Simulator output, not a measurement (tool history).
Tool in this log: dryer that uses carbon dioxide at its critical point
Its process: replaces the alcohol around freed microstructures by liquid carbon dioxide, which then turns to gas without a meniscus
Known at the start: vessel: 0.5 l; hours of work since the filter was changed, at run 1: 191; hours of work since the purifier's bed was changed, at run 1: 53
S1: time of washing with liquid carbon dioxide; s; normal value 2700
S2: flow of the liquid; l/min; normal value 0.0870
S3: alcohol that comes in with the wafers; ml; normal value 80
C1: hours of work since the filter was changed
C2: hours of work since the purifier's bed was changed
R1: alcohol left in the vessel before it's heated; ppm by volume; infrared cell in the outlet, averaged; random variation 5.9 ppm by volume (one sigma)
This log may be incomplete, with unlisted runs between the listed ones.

run   hour    S1      S2  S3   C1   C2    R1
  1    0.0  2700  0.0870  80  191   53   317
  2   26.8  2700  0.0870  80  208   69   329
  3   66.7  2700  0.0870  80  232   94   354
      93.6  -- inlet filter changed
  4  118.2  2700  0.0870  80   15  125   229
  5  147.7  2700  0.0870  80   33  143   247
  6  191.0  2700  0.0870  80   60  170   263
  7  237.4  3900  0.0870  80   88  198    20
  8  278.6  3900  0.0870  80  114  223    32
  9  323.1  3240  0.0870  80  141  251   102
 10  378.4  2700  0.0870  80  175  285   347
 11  426.7  2700  0.0870  80  204  314   375
 12  464.1  2700  0.0870  80  227  337   403
     497.3  -- inlet filter changed
 13  505.3  4140  0.0965  30    5  362    18
 14  549.9  2700  0.0870  45   32  389   133
 15  600.9  3060  0.0870  40   64  420    72
 16  654.5  3060  0.0870  40   96  453    77
 17  689.8  3060  0.0870  40  118  475    95
 18  712.4  3060  0.0870  40  132  489    88
 19  767.2  3060  0.0870  40  166  523    94
 20  793.2  2700  0.0587  40  182  538  1314
 21  836.4  1800  0.1029  70  208  565  1138

For each entry between runs, how does the tool's hidden state at the last listed run before it compare with that at the first listed run after it?
From run 3 to run 4: inlet filter changed (hour 93.6)
  flow that reaches the vessel past the clogged filter, %: 91.7 -> 98.8; alcohol in the recycled carbon dioxide, ppm: 8.4 -> 9.4
  the result without the hidden state subtracted from the measured one, R1: +150 -> +21 ppm by volume
From run 12 to run 13: inlet filter changed (hour 497.3)
  flow that reaches the vessel past the clogged filter, %: 90.1 -> 99.7; alcohol in the recycled carbon dioxide, ppm: 16.2 -> 17.1
  the result without the hidden state subtracted from the measured one, R1: +200 -> +12 ppm by volume
